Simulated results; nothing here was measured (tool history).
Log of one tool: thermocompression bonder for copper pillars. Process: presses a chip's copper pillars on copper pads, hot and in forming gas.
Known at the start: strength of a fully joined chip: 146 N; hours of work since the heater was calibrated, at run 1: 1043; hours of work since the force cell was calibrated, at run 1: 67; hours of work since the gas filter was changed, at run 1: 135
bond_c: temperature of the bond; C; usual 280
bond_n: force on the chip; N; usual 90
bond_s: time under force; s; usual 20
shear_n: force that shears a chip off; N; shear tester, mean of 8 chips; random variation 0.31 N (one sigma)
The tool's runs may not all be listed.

run,hour,bond_c,bond_n,bond_s,hours of work since the heater was calibrated,hours of work since the force cell was calibrated,hours of work since the gas filter was changed,shear_n
1,0,280,90,20,1043,67,135,78.3
2,9.7,280,90,20,1049,73,141,78.1
3,23.1,280,90,20,1057,81,149,78.4
4,34.7,280,90,20,1065,88,156,78.6
5,43.3,280,90,20,1070,93,162,78
6,52,280,90,20,1075,99,167,78.7
7,61.9,281,90,20,1081,105,173,78.9
8,74,281,90,20,1089,112,181,79.5
9,85.2,281,90,20,1096,119,187,79
10,93.4,281,90,20,1101,124,192,79.5
11,101.9,281,90,20,1106,129,198,80.1
12,110.3,281,90,20,1111,135,203,80.5
13,121.9,281,90,20,1118,142,210,80
14,129,281,90,20,1122,146,214,79.8
15,141.9,286,96,55,1130,154,222,113.9
16,152.6,286,96,55,1137,161,229,114.3
# hour 158: heater calibrated with a thermocouple chip
17,163.3,298,124,20,3,166,234,106.8
18,170.7,300,60,57,8,170,239,112.6
19,183.6,251,60,57,16,178,247,64.6
20,196.6,309,90,11,24,186,255,89.9
21,202.9,309,90,11,28,190,258,89.8
22,209.2,270,72,20,31,194,262,62.5
23,220.1,270,72,20,38,201,269,63.2
24,231.6,305,81,48,45,208,276,121.4

The next listed run, before its measurement:
25,245.5,305,81,48,54,216,285,?

{"run 25": {"shear_n": 121.8}}
Without the tool's hidden state the same run would have given shear_n 119.5 N.
